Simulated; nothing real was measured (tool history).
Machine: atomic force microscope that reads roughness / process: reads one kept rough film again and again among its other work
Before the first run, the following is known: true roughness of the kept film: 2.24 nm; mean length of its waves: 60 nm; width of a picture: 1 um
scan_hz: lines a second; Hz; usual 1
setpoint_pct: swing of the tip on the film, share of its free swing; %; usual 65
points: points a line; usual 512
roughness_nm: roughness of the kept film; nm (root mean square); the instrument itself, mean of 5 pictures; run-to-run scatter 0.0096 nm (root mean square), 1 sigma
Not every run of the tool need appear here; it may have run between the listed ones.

Run 1, hour 0: usual settings. Result: roughness_nm 2.173 nm (root mean square).
Run 2, hour 23.3: usual settings but scan_hz 1.82 Hz. Result: roughness_nm 2.151 nm (root mean square).
Run 3, hour 52.8: usual settings. Result: roughness_nm 2.16 nm (root mean square).
At hour 55.6: new tip fitted.
Run 4, hour 67.7: usual settings but setpoint_pct 79 %. Result: roughness_nm 2.123 nm (root mean square).
Run 5, hour 93.1: usual settings but setpoint_pct 79 %. Result: roughness_nm 2.15 nm (root mean square).
Run 6, hour 123.5: usual settings but setpoint_pct 68 %. Result: roughness_nm 2.189 nm (root mean square).
Run 7, hour 146.1: usual settings but points 325. Result: roughness_nm 2.185 nm (root mean square).
Run 8, hour 159: usual settings. Result: roughness_nm 2.176 nm (root mean square).
Run 9, hour 178.6: usual settings. Result: roughness_nm 2.151 nm (root mean square).
Run 10, hour 200.7: usual settings but points 959. Result: roughness_nm 2.161 nm (root mean square).
Run 11, hour 223.7: usual settings but points 483. Result: roughness_nm 2.171 nm (root mean square).
Run 12, hour 251.8: usual settings but points 483. Result: roughness_nm 2.164 nm (root mean square).
Run 13, hour 274.8: usual settings but points 483. Result: roughness_nm 2.145 nm (root mean square).
Run 14, hour 293.7: usual settings but points 483. Result: roughness_nm 2.161 nm (root mean square).
At hour 305.6: new tip fitted.
Run 15, hour 324: usual settings but points 483. Result: roughness_nm 2.171 nm (root mean square).
Run 16, hour 345.9: usual settings but points 483. Result: roughness_nm 2.178 nm (root mean square).
Run 17, hour 368.3: usual settings but points 755. Result: roughness_nm 2.179 nm (root mean square).
Run 18, hour 392: usual settings but points 755. Result: roughness_nm 2.174 nm (root mean square).
Run 19, hour 418: usual settings but points 755. Result: roughness_nm 2.167 nm (root mean square).
Run 20, hour 449.3: usual settings but points 755. Result: roughness_nm 2.161 nm (root mean square).
Run 21, hour 469.2: usual settings but points 755. Result: roughness_nm 2.158 nm (root mean square).
Run 22, hour 491.7: usual settings but points 755. Result: roughness_nm 2.167 nm (root mean square).
Run 23, hour 522.6: usual settings but points 755. Result: roughness_nm 2.157 nm (root mean square).
Run 24, hour 540.9: usual settings but points 755. Result: roughness_nm 2.161 nm (root mean square).
At hour 555.5: new tip fitted.
Run 25, hour 572.3: usual settings but points 755. Result: roughness_nm 2.183 nm (root mean square).
Run 26, hour 585.2: usual settings but scan_hz 0.99 Hz, points 755. Result: roughness_nm 2.182 nm (root mean square).
Run 27, hour 598.8: usual settings but scan_hz 1.88 Hz, points 269. Result: roughness_nm 2.147 nm (root mean square).
Run 28, hour 622: usual settings but scan_hz 1.02 Hz, setpoint_pct 62 %, points 269. Result: roughness_nm 2.167 nm (root mean square).
Run 29, hour 649.6: usual settings but scan_hz 1.58 Hz, setpoint_pct 81 %, points 913. Result: roughness_nm 2.127 nm (root mean square).
Run 30, hour 666.6: usual settings but scan_hz 2.77 Hz, setpoint_pct 86 %, points 482. Result: roughness_nm 2 nm (root mean square).
Run 31, hour 684.4: usual settings but scan_hz 0.88 Hz, setpoint_pct 58 %. Result: roughness_nm 2.178 nm (root mean square).
Run 32, hour 707.2: usual settings but scan_hz 1.52 Hz, setpoint_pct 58 %. Result: roughness_nm 2.161 nm (root mean square).
Run 33, hour 735.6: usual settings but scan_hz 1.48 Hz, setpoint_pct 64 %, points 377. Result: roughness_nm 2.153 nm (root mean square).
Run 34, hour 762.8: usual settings but scan_hz 1.06 Hz. Result: roughness_nm 2.174 nm (root mean square).
Run 35, hour 786.6: usual settings but scan_hz 1.86 Hz, setpoint_pct 86 %. Result: roughness_nm 2.053 nm (root mean square).

Estimate the outcome of run 36 from the log above:
At hour 804: new tip fitted.
Run 36, hour 809.6: usual settings but scan_hz 0.51 Hz, setpoint_pct 76 %, points 696. Result: roughness_nm ?.

{"run 36": {"roughness_nm": 2.176}}
Take away the tool's hidden state, keep the run-to-run variation as it was, and the same run would have given roughness_nm 2.179 nm (root mean square).

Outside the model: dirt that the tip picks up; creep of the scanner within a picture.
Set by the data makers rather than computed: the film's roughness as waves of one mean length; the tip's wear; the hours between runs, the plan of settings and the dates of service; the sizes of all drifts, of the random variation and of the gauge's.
